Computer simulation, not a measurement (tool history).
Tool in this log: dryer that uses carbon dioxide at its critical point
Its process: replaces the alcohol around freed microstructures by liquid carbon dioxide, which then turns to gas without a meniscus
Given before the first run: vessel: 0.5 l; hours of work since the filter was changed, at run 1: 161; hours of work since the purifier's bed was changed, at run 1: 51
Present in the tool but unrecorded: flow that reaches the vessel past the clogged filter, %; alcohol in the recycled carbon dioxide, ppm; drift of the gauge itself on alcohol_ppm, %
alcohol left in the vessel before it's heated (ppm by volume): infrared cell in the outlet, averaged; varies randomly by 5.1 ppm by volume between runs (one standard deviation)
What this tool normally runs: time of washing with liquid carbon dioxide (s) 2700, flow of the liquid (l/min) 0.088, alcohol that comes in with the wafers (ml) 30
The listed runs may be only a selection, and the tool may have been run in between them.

run   hour  time of washing with liquid carbon dioxide (s)  flow of the liquid (l/min)  alcohol that comes in with the wafers (ml)  hours of work since the filter was changed  hours of work since the purifier's bed was changed  alcohol left in the vessel before it's heated (ppm by volume)
  1      0                                            2700                       0.088                                          30                                         161                                                  51                                                             86
  2    9.3                                            2700                       0.088                                          30                                         168                                                  58                                                             73
  3   17.3                                            2700                       0.088                                          26                                         175                                                  65                                                             71
  4   21.6                                            2700                       0.088                                          26                                         178                                                  68                                                             75
  5     26                                            2700                       0.088                                          26                                         182                                                  72                                                             75
  6   30.5                                            2700                       0.088                                          23                                         185                                                  75                                                             74
  7   37.7                                            2700                       0.088                                          23                                         191                                                  81                                                             64
  8   43.9                                            2700                       0.088                                          23                                         196                                                  86                                                             69
  9   52.3                                            2700                       0.088                                          30                                         203                                                  93                                                             87
 10   60.4                                            2700                       0.088                                          30                                         209                                                  99                                                            101
      63.6  -- inlet filter changed
 11   66.1                                            1980                       0.088                                          30                                           2                                                 103                                                            371
 12     74                                            1980                       0.088                                          30                                           8                                                 109                                                            378
 13   78.6                                            1980                      0.1153                                          30                                          12                                                 113                                                             83
 14   83.8                                            1980                      0.1153                                          30                                          16                                                 117                                                             83
 15   89.8                                            1980                      0.1153                                          21                                          21                                                 122                                                             71
 16   94.4                                            1980                      0.1153                                          21                                          24                                                 125                                                             77
 17  103.9                                            1980                      0.1153                                          21                                          32                                                 133                                                             80
 18  113.7                                            1980                      0.1153                                          21                                          40                                                 141                                                             75
 19  120.5                                            2700                       0.088                                          30                                          45                                                 146                                                             83
 20  129.7                                            2700                       0.065                                          30                                          53                                                 153                                                            409
 21  138.7                                            1980                       0.088                                          30                                          60                                                 161                                                            414
 22  144.5                                            1980                       0.088                                          30                                          64                                                 165                                                            419
 23  152.9                                            1980                       0.088                                          30                                          71                                                 172                                                            422
 24  160.8                                            2280                       0.088                                          30                                          77                                                 178                                                            210
 25  170.9                                            3000                       0.088                                          87                                          85                                                 186                                                            118
 26  180.2                                            2760                      0.0694                                          30                                          93                                                 194                                                            283
 27    189                                            2700                      0.0663                                          30                                         100                                                 201                                                            394
 28  199.1                                            2700                      0.0636                                          30                                         108                                                 209                                                            494
 29  207.4                                            2700                      0.0636                                          30                                         114                                                 215                                                            494
 30  215.4                                            2700                      0.0636                                          30                                         121                                                 222                                                            490
 31  222.2                                            3960                      0.1351                                          20                                         126                                                 227                                                             33
 32  231.1                                            2220                      0.0824                                         103                                         133                                                 234                                                           1176
 33  235.4                                            2700                      0.1343                                          37                                         137                                                 237                                                             33
 34  240.4                                            2700                       0.061                                          30                                         141                                                 242                                                            619
 35  247.1                                            3720                      0.0573                                          30                                         146                                                 247                                                            189
 36  256.2                                            3720                      0.0573                                          30                                         153                                                 254                                                            193
 37  265.8                                            4200                      0.0734                                          89                                         161                                                 262                                                             53
 38  271.5                                            2700                      0.1219                                          54                                         165                                                 266                                                             46
 39  281.1                                            3120                      0.0857                                          24                                         173                                                 274                                                             66
 40  285.6                                            2700                      0.0546                                          55                                         177                                                 277                                                           1892
 41  295.9                                            1800                       0.119                                          39                                         185                                                 286                                                            215
 42  304.2                                            2580                      0.1182                                         119                                         192                                                 292                                                             83
 43  310.7                                            3900                      0.1182                                          84                                         197                                                 297                                                             42
 44  320.7                                            3900                      0.1182                                          84                                         205                                                 305                                                             37
 45  325.5                                            1740                      0.0874                                          56                                         208                                                 309                                                           1631
     329.9  -- inlet filter changed
 46  331.8                                            2700                      0.0952                                         103                                           2                                                 313                                                            147

Describe how what the log doesn't record of the tool's condition differs between the last listed run preceding each entry between runs and the first listed run following it.
Between runs 10 and 11: inlet filter changed (hour 63.6)
  flow that reaches the vessel past the clogged filter, %: 95.1 -> 99.9; alcohol in the recycled carbon dioxide, ppm: 17.5 -> 17.9
  measured result minus the result with no hidden state, alcohol left in the vessel before it's heated (ppm by volume): +35 -> +15
Between runs 45 and 46: inlet filter changed (hour 329.9)
  flow that reaches the vessel past the clogged filter, %: 95 -> 99.9; alcohol in the recycled carbon dioxide, ppm: 41.9 -> 42.4
  measured result minus the result with no hidden state, alcohol left in the vessel before it's heated (ppm by volume): +355 -> +39
